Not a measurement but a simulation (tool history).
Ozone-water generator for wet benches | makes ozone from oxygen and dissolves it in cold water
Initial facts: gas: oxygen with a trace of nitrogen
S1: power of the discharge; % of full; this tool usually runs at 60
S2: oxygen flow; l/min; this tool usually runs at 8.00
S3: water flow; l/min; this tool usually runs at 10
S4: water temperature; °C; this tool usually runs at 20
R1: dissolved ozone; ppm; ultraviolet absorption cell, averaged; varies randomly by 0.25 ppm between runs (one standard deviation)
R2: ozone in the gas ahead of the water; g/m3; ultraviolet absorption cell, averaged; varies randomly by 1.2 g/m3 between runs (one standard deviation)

{"run": 1, "hour": 0.0, "S1": 60, "S2": 8.0, "S3": 10, "S4": 20, "R1": 38.2, "R2": 227.4}
{"run": 2, "hour": 41.8, "S1": 60, "S2": 8.0, "S3": 10, "S4": 20, "R1": 38.3, "R2": 226.9}
{"run": 3, "hour": 81.4, "S1": 60, "S2": 8.0, "S3": 10, "S4": 26, "R1": 33.3, "R2": 228.3}
{"run": 4, "hour": 117.4, "S1": 60, "S2": 8.0, "S3": 10, "S4": 20, "R1": 38.4, "R2": 226.6}
{"run": 5, "hour": 147.8, "S1": 60, "S2": 8.0, "S3": 10, "S4": 20, "R1": 37.7, "R2": 228.5}
{"run": 6, "hour": 182.6, "S1": 46, "S2": 8.0, "S3": 10, "S4": 20, "R1": 32.7, "R2": 194.5}
{"run": 7, "hour": 219.7, "S1": 60, "S2": 8.0, "S3": 10, "S4": 20, "R1": 38.2, "R2": 229.1}
{"run": 8, "hour": 252.2, "S1": 60, "S2": 8.0, "S3": 10, "S4": 20, "R1": 38.6, "R2": 230.3}
{"run": 9, "hour": 278.9, "S1": 60, "S2": 8.0, "S3": 10, "S4": 20, "R1": 38.6, "R2": 228.9}
{"run": 10, "hour": 307.4, "S1": 60, "S2": 8.0, "S3": 10, "S4": 20, "R1": 37.8, "R2": 228.7}
{"run": 11, "hour": 339.7, "S1": 60, "S2": 8.0, "S3": 10, "S4": 20, "R1": 38.4, "R2": 233.2}
{"run": 12, "hour": 384.7, "S1": 60, "S2": 8.0, "S3": 10, "S4": 18, "R1": 39.7, "R2": 230.1}
{"run": 13, "hour": 426.8, "S1": 60, "S2": 8.0, "S3": 10, "S4": 18, "R1": 40.6, "R2": 229.5}
{"run": 14, "hour": 460.0, "S1": 43, "S2": 8.0, "S3": 7, "S4": 20, "R1": 35.6, "R2": 186.0}
{"run": 15, "hour": 489.4, "S1": 43, "S2": 8.0, "S3": 7, "S4": 20, "R1": 35.6, "R2": 188.3}
{"run": 16, "hour": 510.2, "S1": 72, "S2": 6.74, "S3": 7, "S4": 19, "R1": 51.5, "R2": 271.3}
{"run": 17, "hour": 539.5, "S1": 79, "S2": 5.46, "S3": 8, "S4": 20, "R1": 50.6, "R2": 307.9}
{"run": 18, "hour": 581.7, "S1": 79, "S2": 10.46, "S3": 8, "S4": 27, "R1": 40.4, "R2": 250.3}
{"run": 19, "hour": 601.7, "S1": 42, "S2": 12.95, "S3": 10, "S4": 20, "R1": 29.3, "R2": 158.8}
{"run": 20, "hour": 635.0, "S1": 42, "S2": 6.56, "S3": 10, "S4": 26, "R1": 27.0, "R2": 195.1}
{"run": 21, "hour": 661.8, "S1": 60, "S2": 8.0, "S3": 10, "S4": 13, "R1": 44.8, "R2": 228.7}
{"run": 22, "hour": 696.7, "S1": 67, "S2": 8.0, "S3": 8, "S4": 13, "R1": 53.5, "R2": 246.2}
{"run": 23, "hour": 728.0, "S1": 71, "S2": 9.7, "S3": 10, "S4": 16, "R1": 46.4, "R2": 240.4}
{"run": 24, "hour": 760.1, "S1": 60, "S2": 8.0, "S3": 8, "S4": 17, "R1": 45.1, "R2": 230.2}

Results per run with the tool's hidden condition removed, run-to-run variation unchanged:
Unlogged tool condition in this case: yield of the discharge, % of new electrodes'; contactor's efficiency, % of a clean one's; true water temperature over the reading, C; drift of the gauge itself on ozone_ppm, %; drift of the gauge itself on gas_g_m3, %.
run=1 R2=227.5
run=2 R2=226.7
run=3 R2=227.9
run=4 R2=226.0
run=5 R2=227.8
run=6 R2=193.7
run=7 R2=227.9
run=8 R2=229.0
run=9 R2=227.4
run=10 R2=227.1
run=11 R2=231.4
run=12 R2=228.1
run=13 R2=227.3
run=14 R2=184.0
run=15 R2=186.2
run=16 R2=268.1
run=17 R2=304.1
run=18 R2=247.0
run=19 R2=156.6
run=20 R2=192.2
run=21 R2=225.2
run=22 R2=242.3
run=23 R2=236.4
run=24 R2=226.2
R1: within 0.1 ppm of the measured result in every run.
